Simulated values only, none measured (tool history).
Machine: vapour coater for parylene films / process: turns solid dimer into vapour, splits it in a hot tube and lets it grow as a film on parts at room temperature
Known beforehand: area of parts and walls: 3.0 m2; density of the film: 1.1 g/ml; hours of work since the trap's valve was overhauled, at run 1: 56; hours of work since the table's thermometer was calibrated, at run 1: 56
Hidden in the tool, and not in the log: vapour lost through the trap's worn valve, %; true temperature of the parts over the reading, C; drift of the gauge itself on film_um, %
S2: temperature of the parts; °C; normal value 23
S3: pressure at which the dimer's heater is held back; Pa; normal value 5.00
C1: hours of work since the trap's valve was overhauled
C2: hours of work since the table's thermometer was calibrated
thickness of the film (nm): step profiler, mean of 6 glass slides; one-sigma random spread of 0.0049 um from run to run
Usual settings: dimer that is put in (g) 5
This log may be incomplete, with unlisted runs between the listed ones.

Run 1, hour 0.0: usual settings; C1 56; C2 56. Result: thickness of the film (nm) 703.
Run 2, hour 13.5: usual settings; C1 63; C2 63. Result: thickness of the film (nm) 705.
Run 3, hour 29.7: usual settings but S3 5.19 Pa; C1 71; C2 71. Result: thickness of the film (nm) 698.
Run 4, hour 45.7: usual settings but S3 5.88 Pa; C1 79; C2 79. Result: thickness of the film (nm) 677.
Run 5, hour 62.7: usual settings but S3 5.88 Pa; C1 88; C2 88. Result: thickness of the film (nm) 673.
Run 6, hour 70.6: usual settings but S3 5.88 Pa; C1 92; C2 92. Result: thickness of the film (nm) 665.
Run 7, hour 80.7: usual settings but S3 5.88 Pa; C1 97; C2 97. Result: thickness of the film (nm) 663.
Run 8, hour 92.7: usual settings but dimer that is put in (g) 6; C1 103; C2 103. Result: thickness of the film (nm) 832.
Run 9, hour 108.2: usual settings but dimer that is put in (g) 6; C1 110; C2 110. Result: thickness of the film (nm) 817.
Run 10, hour 115.6: usual settings but dimer that is put in (g) 6, S3 4.90 Pa; C1 114; C2 114. Result: thickness of the film (nm) 829.
Run 11, hour 129.3: usual settings but dimer that is put in (g) 6, S3 4.90 Pa; C1 121; C2 121. Result: thickness of the film (nm) 817.
Run 12, hour 137.2: usual settings but dimer that is put in (g) 6, S3 4.90 Pa; C1 125; C2 125. Result: thickness of the film (nm) 822.
Run 13, hour 152.7: usual settings but dimer that is put in (g) 6, S3 4.90 Pa; C1 133; C2 133. Result: thickness of the film (nm) 824.
Run 14, hour 163.1: usual settings but dimer that is put in (g) 3; C1 138; C2 138. Result: thickness of the film (nm) 412.
Run 15, hour 171.5: usual settings but S2 19 °C; C1 142; C2 142. Result: thickness of the film (nm) 750.
Run 16, hour 188.1: usual settings but S2 19 °C; C1 150; C2 150. Result: thickness of the film (nm) 748.
Run 17, hour 199.3: usual settings but S2 19 °C; C1 156; C2 156. Result: thickness of the film (nm) 738.
Run 18, hour 209.1: usual settings but S2 19 °C; C1 161; C2 161. Result: thickness of the film (nm) 743.
Run 19, hour 216.7: usual settings but S2 19 °C; C1 165; C2 165. Result: thickness of the film (nm) 736.
Run 20, hour 230.9: usual settings but S2 19 °C; C1 172; C2 172. Result: thickness of the film (nm) 734.
Run 21, hour 240.3: usual settings but S2 33 °C; C1 176; C2 176. Result: thickness of the film (nm) 508.
Run 22, hour 250.8: usual settings but S2 33 °C; C1 182; C2 182. Result: thickness of the film (nm) 496.
Run 23, hour 261.6: usual settings; C1 187; C2 187. Result: thickness of the film (nm) 646.
Run 24, hour 274.9: usual settings; C1 194; C2 194. Result: thickness of the film (nm) 659.
Run 25, hour 288.0: usual settings but dimer that is put in (g) 7, S2 22 °C, S3 3.95 Pa; C1 200; C2 200. Result: thickness of the film (nm) 986.
Run 26, hour 304.2: usual settings but S2 33 °C, S3 6.08 Pa; C1 208; C2 208. Result: thickness of the film (nm) 471.
Run 27, hour 312.0: usual settings but S2 20 °C, S3 6.08 Pa; C1 212; C2 212. Result: thickness of the film (nm) 670.
Run 28, hour 322.9: usual settings but S2 17 °C; C1 218; C2 218. Result: thickness of the film (nm) 751.
Run 29, hour 337.7: usual settings but S2 17 °C; C1 225; C2 225. Result: thickness of the film (nm) 752.
At hour 339.9: table's thermometer calibrated.
Run 30, hour 345.8: usual settings but S2 17 °C; C1 229; C2 3. Result: thickness of the film (nm) 745.
Run 31, hour 362.3: usual settings but S2 20 °C, S3 7.68 Pa; C1 237; C2 11. Result: thickness of the film (nm) 623.
Run 32, hour 370.3: usual settings but S2 20 °C, S3 7.68 Pa; C1 241; C2 15. Result: thickness of the film (nm) 637.
Run 33, hour 378.1: usual settings but dimer that is put in (g) 6, S2 32 °C, S3 11.22 Pa; C1 245; C2 19. Result: thickness of the film (nm) 513.
Run 34, hour 388.3: usual settings but S2 20 °C, S3 3.22 Pa; C1 250; C2 24. Result: thickness of the film (nm) 750.
Run 35, hour 398.2: usual settings but dimer that is put in (g) 3, S2 24 °C, S3 3.22 Pa; C1 255; C2 29. Result: thickness of the film (nm) 398.
Run 36, hour 408.5: usual settings but dimer that is put in (g) 3, S2 24 °C, S3 3.22 Pa; C1 260; C2 34. Result: thickness of the film (nm) 406.
Run 37, hour 423.6: usual settings but dimer that is put in (g) 3, S2 24 °C, S3 3.22 Pa; C1 268; C2 42. Result: thickness of the film (nm) 392.
Run 38, hour 434.0: usual settings but dimer that is put in (g) 2, S2 21 °C; C1 273; C2 47. Result: thickness of the film (nm) 265.
At hour 437.5: table's thermometer calibrated, once more.
At hour 441.5: trap's valve overhauled.
Run 39, hour 455.2: usual settings but dimer that is put in (g) 3, S2 20 °C; C1 7; C2 7. Result: thickness of the film (nm) 474.
Run 40, hour 466.6: usual settings but dimer that is put in (g) 9, S2 21 °C, S3 3.09 Pa; C1 13; C2 13. Result: thickness of the film (nm) 1517.
Run 41, hour 474.5: usual settings but dimer that is put in (g) 7, S2 18 °C, S3 3.86 Pa; C1 16; C2 16. Result: thickness of the film (nm) 1230.
Run 42, hour 482.9: usual settings but dimer that is put in (g) 7, S2 18 °C, S3 3.86 Pa; C1 21; C2 21. Result: thickness of the film (nm) 1224.
Run 43, hour 494.0: usual settings but S2 33 °C; C1 26; C2 26. Result: thickness of the film (nm) 554.
Run 44, hour 508.9: usual settings but dimer that is put in (g) 3, S2 33 °C; C1 34; C2 34. Result: thickness of the film (nm) 322.
Run 45, hour 526.2: usual settings but dimer that is put in (g) 2, S2 29 °C, S3 2.29 Pa; C1 42; C2 42. Result: thickness of the film (nm) 283.
Run 46, hour 534.8: usual settings but dimer that is put in (g) 6, S2 27 °C, S3 2.41 Pa; C1 47; C2 47. Result: thickness of the film (nm) 891.

Hidden condition of the tool, last listed run before each entry between runs versus first listed run after:
From run 29 to run 30: table's thermometer calibrated (hour 339.9)
  vapour lost through the trap's worn valve, %: 12.2 -> 12.4; true temperature of the parts over the reading, C: 0.16 -> 0.25
  measured minus no-state result, thickness of the film (nm): -109 -> -111
From run 38 to run 39: table's thermometer calibrated, once more (hour 437.5); trap's valve overhauled (hour 441.5)
  vapour lost through the trap's worn valve, %: 14.8 -> 0.8; true temperature of the parts over the reading, C: 0.26 -> -0.09
  measured minus no-state result, thickness of the film (nm): -47 -> -3
